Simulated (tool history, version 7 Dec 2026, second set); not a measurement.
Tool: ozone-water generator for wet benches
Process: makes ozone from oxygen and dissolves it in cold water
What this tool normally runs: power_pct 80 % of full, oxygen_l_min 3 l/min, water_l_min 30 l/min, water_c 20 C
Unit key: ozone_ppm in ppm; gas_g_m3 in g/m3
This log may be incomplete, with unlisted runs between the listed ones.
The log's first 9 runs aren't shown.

run,hour,power_pct,oxygen_l_min,water_l_min,water_c,hours of work since the electrodes were changed,hours of work since the contactor was cleaned,hours of work since the thermometer was calibrated,ozone_ppm,gas_g_m3
10,439.6,80,3,30,20,1492,1029,4483,11.5,237.6
11,491.2,80,3,30,20,1542,1079,4532,12,236.5
12,549.6,87,3,30,20,1598,1135,4588,12.4,250.7
13,613.6,80,3,30,20,1660,1196,4650,11.5,236.2
14,649.2,80,3,30,20,1694,1230,4684,11.8,237.2
15,709.8,80,3,30,20,1752,1289,4742,11.5,237
16,770,80,3,30,20,1810,1346,4800,11.7,236
17,820.6,80,3,30,20,1858,1395,4849,11.7,238.5
18,887.1,80,3,30,17,1922,1459,4913,11.8,234.9
19,919.2,80,3,20,20,1953,1490,4943,16.9,233.8
20,958.1,80,3,20,20,1990,1527,4981,16.7,236.6
21,1010.1,80,3,20,20,2040,1577,5031,16.7,235.5
22,1073.9,80,3,20,20,2102,1638,5092,16.6,235
23,1102.3,83,3,43,20,2129,1666,5119,8.2,238.9
24,1172.2,83,3,43,20,2196,1733,5186,8.2,240.6
25,1207.5,83,3,26,18,2230,1767,5220,13.7,240
26,1245.3,80,3,38,19,2266,1803,5256,9.2,235.8
27,1283.2,48,4.7,19,28,2303,1839,5293,13.1,152.3
28,1334.7,60,5.21,18,26,2352,1889,5342,16.4,166.1
29,1363.9,60,5.21,18,26,2380,1917,5370,16.6,167.1
30,1423.1,66,5.21,42,26,2437,1974,5427,8.6,175.6
# hour 1465.2: water thermometer calibrated
31,1492,66,3.38,43,25,2503,2039,26,7,201.5
32,1546.1,73,3.38,43,26,2555,2091,78,7.6,212.2
33,1589,73,4.76,21,26,2596,2133,119,16.2,189.8
34,1658.9,73,4.76,21,26,2663,2200,186,16.1,190.9

Predict each of these 3 candidate next runs independently; none follows another, all start after run 34:
A,1699.6,92,1.63,42,20,2702,2239,225,?,?
B,1699.6,94,3,44,20,2702,2239,225,?,?
C,1699.6,80,3,36,20,2702,2239,225,?,?

run,ozone_ppm,gas_g_m3
A,6.2,302.9
B,8.3,251.6
C,9.3,231.9
The same runs, with their run-to-run variation unchanged, on a tool lacking any hidden condition would have given:
run,ozone_ppm,gas_g_m3
A,6.6,322.2
B,9,267.9
C,9.9,245.7
